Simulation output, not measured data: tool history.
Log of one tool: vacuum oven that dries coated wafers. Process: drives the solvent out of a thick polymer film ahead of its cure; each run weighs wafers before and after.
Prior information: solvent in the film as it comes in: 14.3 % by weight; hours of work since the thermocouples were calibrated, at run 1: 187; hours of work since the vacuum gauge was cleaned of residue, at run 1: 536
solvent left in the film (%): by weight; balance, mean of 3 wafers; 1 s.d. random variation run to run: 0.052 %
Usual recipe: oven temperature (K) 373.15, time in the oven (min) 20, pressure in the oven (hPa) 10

run	hour	oven temperature (K)	time in the oven (min)	pressure in the oven (hPa)	hours of work since the thermocouples were calibrated	hours of work since the vacuum gauge was cleaned of residue	solvent left in the film (%)
1	0	373.15	20	10	187	536	1.74
2	19.9	373.15	20	10	200	548	1.82
3	36.7	360.15	20	10	210	559	3.86
4	50	373.15	20	10	218	567	1.79
# hour 53.4: oven's thermocouples calibrated
5	64.4	373.15	20	10	7	575	1.78
6	77.2	373.15	20	11.3	15	583	1.98
7	103.2	370.15	20	5.8	31	599	1.82
8	122.3	373.15	12	23.8	43	611	4.37
9	138.2	373.15	12	23.8	53	621	4.24
10	154.7	373.15	12	23.8	63	632	4.39
11	167.4	377.15	20	10	71	639	1.55

Below are 5 alternative next runs, each starting from the tool's condition after run 11. Predict each:
A	190.3	375.15	20	10	86	654	?
B	190.3	377.15	10	11	86	654	?
C	190.3	373.15	18	10	86	654	?
D	190.3	377.15	20	15.1	86	654	?
E	190.3	362.15	12	12.7	86	654	?

run	solvent left in the film (%)
A	1.69
B	3.2
C	2.01
D	1.88
E	5.65
Had the tool no hidden state, the same runs would have come out as:
run	solvent left in the film (%)
A	1.44
B	2.96
C	1.73
D	1.64
E	5.31
